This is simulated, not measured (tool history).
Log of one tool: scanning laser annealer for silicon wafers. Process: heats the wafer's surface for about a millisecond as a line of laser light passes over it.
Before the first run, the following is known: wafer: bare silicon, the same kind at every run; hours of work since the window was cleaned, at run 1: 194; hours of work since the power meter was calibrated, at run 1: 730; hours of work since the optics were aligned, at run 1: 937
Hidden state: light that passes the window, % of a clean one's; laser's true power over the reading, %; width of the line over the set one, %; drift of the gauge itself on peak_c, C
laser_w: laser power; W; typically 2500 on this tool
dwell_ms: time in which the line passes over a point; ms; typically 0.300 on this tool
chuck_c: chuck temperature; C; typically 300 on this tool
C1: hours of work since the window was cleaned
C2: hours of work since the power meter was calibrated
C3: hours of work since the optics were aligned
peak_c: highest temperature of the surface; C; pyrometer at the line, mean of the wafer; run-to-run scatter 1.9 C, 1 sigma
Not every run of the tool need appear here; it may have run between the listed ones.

Run 1, hour 0.0: usual settings; C1 194; C2 730; C3 937. Result: peak_c 1133 C.
Run 2, hour 30.3: usual settings but laser_w 2601 W; C1 211; C2 748; C3 955. Result: peak_c 1170 C.
Run 3, hour 51.7: usual settings but chuck_c 329 C; C1 224; C2 760; C3 968. Result: peak_c 1166 C.
Run 4, hour 80.3: usual settings but chuck_c 329 C; C1 240; C2 777; C3 984. Result: peak_c 1161 C.
Run 5, hour 115.0: usual settings but chuck_c 329 C; C1 261; C2 797; C3 1004. Result: peak_c 1162 C.
Run 6, hour 134.5: usual settings but chuck_c 329 C; C1 272; C2 808; C3 1016. Result: peak_c 1160 C.
Run 7, hour 168.9: usual settings but chuck_c 329 C; C1 292; C2 828; C3 1036. Result: peak_c 1159 C.
Run 8, hour 185.8: usual settings but laser_w 2574 W; C1 302; C2 838; C3 1046. Result: peak_c 1159 C.
Run 9, hour 212.5: usual settings but laser_w 2574 W; C1 317; C2 854; C3 1061. Result: peak_c 1157 C.
Run 10, hour 244.7: usual settings but dwell_ms 0.322 ms, chuck_c 315 C; C1 336; C2 873; C3 1080. Result: peak_c 1182 C.
Run 11, hour 266.2: usual settings but laser_w 2161 W, dwell_ms 0.261 ms, chuck_c 326 C; C1 349; C2 885; C3 1092. Result: peak_c 980 C.
Run 12, hour 295.5: usual settings but laser_w 2241 W, dwell_ms 0.341 ms, chuck_c 324 C; C1 366; C2 902; C3 1110. Result: peak_c 1117 C.
Run 13, hour 319.7: usual settings but laser_w 2220 W, dwell_ms 0.280 ms, chuck_c 308 C; C1 380; C2 916; C3 1124. Result: peak_c 1006 C.
Run 14, hour 346.0: usual settings but laser_w 2445 W, dwell_ms 0.313 ms, chuck_c 308 C; C1 395; C2 932; C3 1139. Result: peak_c 1134 C.
Run 15, hour 374.5: usual settings but dwell_ms 0.232 ms; C1 412; C2 948; C3 1156. Result: peak_c 1007 C.
Run 16, hour 409.7: usual settings but laser_w 2483 W, dwell_ms 0.232 ms, chuck_c 287 C; C1 432; C2 969; C3 1176. Result: peak_c 993 C.
Run 17, hour 446.0: usual settings but laser_w 2257 W, dwell_ms 0.280 ms, chuck_c 309 C; C1 453; C2 990; C3 1197. Result: peak_c 1020 C.

Below are 4 alternative next runs, each starting from the tool's condition after run 17. Predict each:
Run A, hour 476.6: usual settings but dwell_ms 0.328 ms; C1 471; C2 1008; C3 1215. Result: peak_c ?.
Run B, hour 476.6: usual settings but laser_w 2140 W, dwell_ms 0.280 ms, chuck_c 309 C; C1 471; C2 1008; C3 1215. Result: peak_c ?.
Run C, hour 476.6: usual settings but laser_w 2181 W, dwell_ms 0.322 ms, chuck_c 269 C; C1 471; C2 1008; C3 1215. Result: peak_c ?.
Run D, hour 476.6: usual settings but laser_w 2514 W, dwell_ms 0.219 ms, chuck_c 273 C; C1 471; C2 1008; C3 1215. Result: peak_c ?.

run  peak_c
  A    1169
  B     978
  C    1010
  D     965
With no hidden state in the tool, these same runs would have given:
run  peak_c
  A    1189
  B     994
  C    1027
  D     981
